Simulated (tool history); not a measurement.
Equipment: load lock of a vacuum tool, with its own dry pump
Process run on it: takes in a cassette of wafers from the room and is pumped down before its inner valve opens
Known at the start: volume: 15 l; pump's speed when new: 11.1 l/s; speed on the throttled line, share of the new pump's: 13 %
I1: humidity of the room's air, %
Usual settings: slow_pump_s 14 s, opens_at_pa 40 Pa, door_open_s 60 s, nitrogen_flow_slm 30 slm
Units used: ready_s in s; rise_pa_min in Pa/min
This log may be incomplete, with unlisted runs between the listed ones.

Run 1, day 0: usual settings; I1 41.2. Result: ready_s 24.3 s, rise_pa_min 0.209 Pa/min.
Run 2, day 10.367: usual settings; I1 46. Result: ready_s 24.4 s, rise_pa_min 0.226 Pa/min.
Run 3, day 18.829: usual settings; I1 43.7. Result: ready_s 24.5 s, rise_pa_min 0.232 Pa/min.
Run 4, day 32.708: usual settings; I1 44.2. Result: ready_s 24.2 s, rise_pa_min 0.247 Pa/min.
Run 5, day 40.683: usual settings but door_open_s 225 s; I1 47.9. Result: ready_s 24.4 s, rise_pa_min 0.293 Pa/min.
Run 6, day 49.146: usual settings but door_open_s 225 s; I1 49.1. Result: ready_s 24.4 s, rise_pa_min 0.308 Pa/min.
Run 7, day 61.838: usual settings but slow_pump_s 27 s, door_open_s 160 s; I1 42.9. Result: ready_s 35.6 s, rise_pa_min 0.304 Pa/min.

Forecast run 8:
Run 8, day 72.579: usual settings but slow_pump_s 16 s, door_open_s 88 s, nitrogen_flow_slm 41 slm; I1 43.7. Result: ready_s ?, rise_pa_min ?.

Run 8 measured ready_s 26.4 s, rise_pa_min 0.294 Pa/min.
With no hidden state in the tool, this same run would have given ready_s 24.5 s, rise_pa_min 0.026 Pa/min.

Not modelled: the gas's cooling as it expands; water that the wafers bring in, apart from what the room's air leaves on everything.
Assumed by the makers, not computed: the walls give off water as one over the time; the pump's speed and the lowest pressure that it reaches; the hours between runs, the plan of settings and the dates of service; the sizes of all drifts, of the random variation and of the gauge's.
